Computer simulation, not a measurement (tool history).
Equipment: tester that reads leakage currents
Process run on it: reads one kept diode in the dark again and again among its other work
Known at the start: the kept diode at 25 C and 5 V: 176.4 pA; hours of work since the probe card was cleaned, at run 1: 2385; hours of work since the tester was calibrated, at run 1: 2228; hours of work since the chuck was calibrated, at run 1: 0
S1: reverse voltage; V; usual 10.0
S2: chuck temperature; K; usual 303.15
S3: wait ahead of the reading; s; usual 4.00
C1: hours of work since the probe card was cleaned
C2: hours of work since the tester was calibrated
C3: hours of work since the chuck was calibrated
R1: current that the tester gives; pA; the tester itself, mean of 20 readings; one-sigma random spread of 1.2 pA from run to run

Run 1, day 0.000: usual settings; C1 2385; C2 2228; C3 0. Result: R1 403.45 pA.
At day 1.392: probe card cleaned and baked.
Run 2, day 3.383: usual settings; C1 22; C2 2264; C3 36. Result: R1 397.10 pA.
Run 3, day 6.154: usual settings but S2 320.15 K; C1 52; C2 2295; C3 66. Result: R1 1587.74 pA.
Run 4, day 11.258: usual settings but S2 320.15 K; C1 109; C2 2351; C3 123. Result: R1 1610.92 pA.
Run 5, day 16.367: usual settings but S2 320.15 K; C1 165; C2 2407; C3 179. Result: R1 1637.58 pA.
Run 6, day 20.192: usual settings but S2 320.15 K; C1 207; C2 2450; C3 221. Result: R1 1649.83 pA.
Run 7, day 23.488: usual settings but S1 2.4 V; C1 244; C2 2486; C3 258. Result: R1 190.10 pA.
Run 8, day 27.462: usual settings but S3 0.56 s; C1 287; C2 2530; C3 301. Result: R1 427.58 pA.
At day 31.588: tester calibrated.
Run 9, day 32.896: usual settings but S3 0.56 s; C1 346; C2 14; C3 360. Result: R1 440.91 pA.
At day 33.475: chuck's temperature calibrated.
Run 10, day 37.162: usual settings but S3 0.56 s; C1 392; C2 61; C3 41. Result: R1 473.59 pA.
Run 11, day 41.646: usual settings but S3 0.56 s; C1 442; C2 110; C3 90. Result: R1 479.60 pA.
Run 12, day 44.254: usual settings but S2 307.15 K, S3 1.12 s; C1 471; C2 139; C3 119. Result: R1 669.24 pA.
Run 13, day 48.667: usual settings but S1 2.4 V, S2 310.15 K, S3 0.79 s; C1 519; C2 187; C3 167. Result: R1 389.34 pA.
Run 14, day 54.333: usual settings but S1 4.1 V, S2 312.15 K, S3 0.30 s; C1 582; C2 250; C3 230. Result: R1 628.82 pA.
Run 15, day 58.712: usual settings but S1 3.8 V, S2 294.15 K, S3 0.30 s; C1 630; C2 298; C3 278. Result: R1 136.25 pA.
Run 16, day 62.083: usual settings but S2 307.15 K, S3 3.00 s; C1 667; C2 335; C3 315. Result: R1 699.66 pA.
Run 17, day 65.017: usual settings but S1 3.5 V, S2 305.15 K, S3 0.62 s; C1 699; C2 368; C3 348. Result: R1 333.85 pA.
At day 65.858: chuck's temperature calibrated, once more.
Run 18, day 68.288: usual settings but S2 302.15 K, S3 2.55 s; C1 735; C2 403; C3 27. Result: R1 374.51 pA.
Run 19, day 73.508: usual settings but S2 302.15 K, S3 2.55 s; C1 792; C2 460; C3 84. Result: R1 376.86 pA.
Run 20, day 77.200: usual settings but S1 3.3 V, S3 1.07 s; C1 833; C2 501; C3 125. Result: R1 223.97 pA.

Below are 5 alternative next runs, each starting from the tool's condition after run 20. Predict each:
Run A, day 82.075: usual settings but S1 1.9 V, S3 1.87 s; C1 887; C2 555; C3 179. Result: R1 ?.
Run B, day 82.075: usual settings but S1 9.3 V, S3 0.73 s; C1 887; C2 555; C3 179. Result: R1 ?.
Run C, day 82.075: usual settings but S1 8.7 V, S3 2.59 s; C1 887; C2 555; C3 179. Result: R1 ?.
Run D, day 82.075: usual settings but S1 1.2 V; C1 887; C2 555; C3 179. Result: R1 ?.
Run E, day 82.075: usual settings but S1 1.6 V, S3 1.07 s; C1 887; C2 555; C3 179. Result: R1 ?.

run      R1
  A  166.39
  B  406.90
  C  386.74
  D  127.93
  E  152.03
Without the tool's hidden state the same runs would have given:
run      R1
  A  160.30
  B  390.51
  C  371.12
  D  123.33
  E  146.51
